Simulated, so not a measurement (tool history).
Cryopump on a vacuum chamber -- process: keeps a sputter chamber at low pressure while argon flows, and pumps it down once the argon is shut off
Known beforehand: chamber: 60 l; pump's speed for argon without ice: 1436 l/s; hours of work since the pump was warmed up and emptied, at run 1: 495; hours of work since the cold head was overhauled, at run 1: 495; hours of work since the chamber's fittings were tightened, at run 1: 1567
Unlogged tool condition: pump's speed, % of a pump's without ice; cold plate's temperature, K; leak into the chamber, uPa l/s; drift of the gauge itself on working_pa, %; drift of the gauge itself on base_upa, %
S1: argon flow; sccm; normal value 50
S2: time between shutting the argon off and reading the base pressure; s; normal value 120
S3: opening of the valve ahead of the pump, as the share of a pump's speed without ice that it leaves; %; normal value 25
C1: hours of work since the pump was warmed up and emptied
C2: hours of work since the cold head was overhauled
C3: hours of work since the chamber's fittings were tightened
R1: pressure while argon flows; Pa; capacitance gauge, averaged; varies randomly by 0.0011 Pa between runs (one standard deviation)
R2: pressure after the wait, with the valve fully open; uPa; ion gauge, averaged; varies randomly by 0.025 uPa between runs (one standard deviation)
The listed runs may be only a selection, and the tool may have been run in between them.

run,hour,S1,S2,S3,C1,C2,C3,R1,R2
1,0.0,50,120,25,495,495,1567,0.2457,2.00
2,34.9,50,120,19,524,524,1596,0.3192,2.18
3,82.0,50,120,19,563,563,1635,0.3205,2.18
4,135.3,50,120,19,608,608,1680,0.3215,2.27
5,173.4,45,120,25,639,639,1712,0.2241,2.34
6,202.5,50,120,25,664,664,1736,0.2484,2.38
7,266.4,50,120,25,717,717,1789,0.2515,2.40
8,315.7,50,120,25,758,758,1831,0.2513,2.47
# hour 333.9: pump warmed up, emptied and cooled again
9,366.0,50,102,25,27,796,1868,0.2356,2.43
10,416.4,50,102,25,69,838,1910,0.2368,2.39
11,443.7,50,120,25,92,861,1933,0.2375,2.20
12,503.4,24,120,25,142,911,1983,0.1148,2.26
13,558.5,50,120,25,188,957,2029,0.2409,2.30
14,612.3,50,120,25,232,1002,2074,0.2406,2.34
15,670.5,50,120,25,281,1050,2123,0.2433,2.42
16,715.4,50,120,25,319,1088,2160,0.2429,2.49
17,776.1,50,24,25,369,1139,2211,0.2444,5.98
18,826.9,47,119,20,412,1181,2253,0.2852,2.63
19,862.6,29,107,20,441,1211,2283,0.1758,2.78
20,912.0,29,107,20,483,1252,2324,0.1781,2.80
21,958.9,28,30,28,522,1291,2363,0.1248,5.36
22,985.1,28,30,28,544,1313,2385,0.1256,5.20
23,1013.1,50,94,28,567,1336,2409,0.2233,2.97
24,1074.7,50,120,18,619,1388,2460,0.3423,2.83
25,1114.3,42,53,37,652,1421,2493,0.1465,3.91
26,1170.0,33,202,36,698,1467,2540,0.1192,2.67
27,1228.8,97,46,25,747,1517,2589,0.4921,4.31
# hour 1257.6: pump warmed up, emptied and cooled again
28,1272.4,44,99,16,12,1549,2621,0.3252,2.79
29,1332.0,26,41,26,62,1599,2671,0.1190,4.27
30,1385.2,31,43,26,107,1643,2715,0.1420,4.21
31,1412.0,31,43,26,129,1665,2738,0.1437,4.26
32,1474.1,31,43,26,181,1717,2790,0.1417,4.25
33,1508.6,36,75,27,210,1746,2818,0.1611,3.29
34,1561.2,50,152,44,254,1790,2862,0.1376,2.68

Branching from run 34: 3 alternative next runs. What would each branch give?
A,1607.1,43,23,44,292,1828,2901,?,?
B,1607.1,76,120,25,292,1828,2901,?,?
C,1607.1,68,68,25,292,1828,2901,?,?

run,R1,R2
A,0.1211,6.46
B,0.3697,2.96
C,0.3301,3.57
Without the tool's unlogged condition, the same runs would have read:
run,R1,R2
A,0.1149,4.54
B,0.3587,1.06
C,0.3204,1.67

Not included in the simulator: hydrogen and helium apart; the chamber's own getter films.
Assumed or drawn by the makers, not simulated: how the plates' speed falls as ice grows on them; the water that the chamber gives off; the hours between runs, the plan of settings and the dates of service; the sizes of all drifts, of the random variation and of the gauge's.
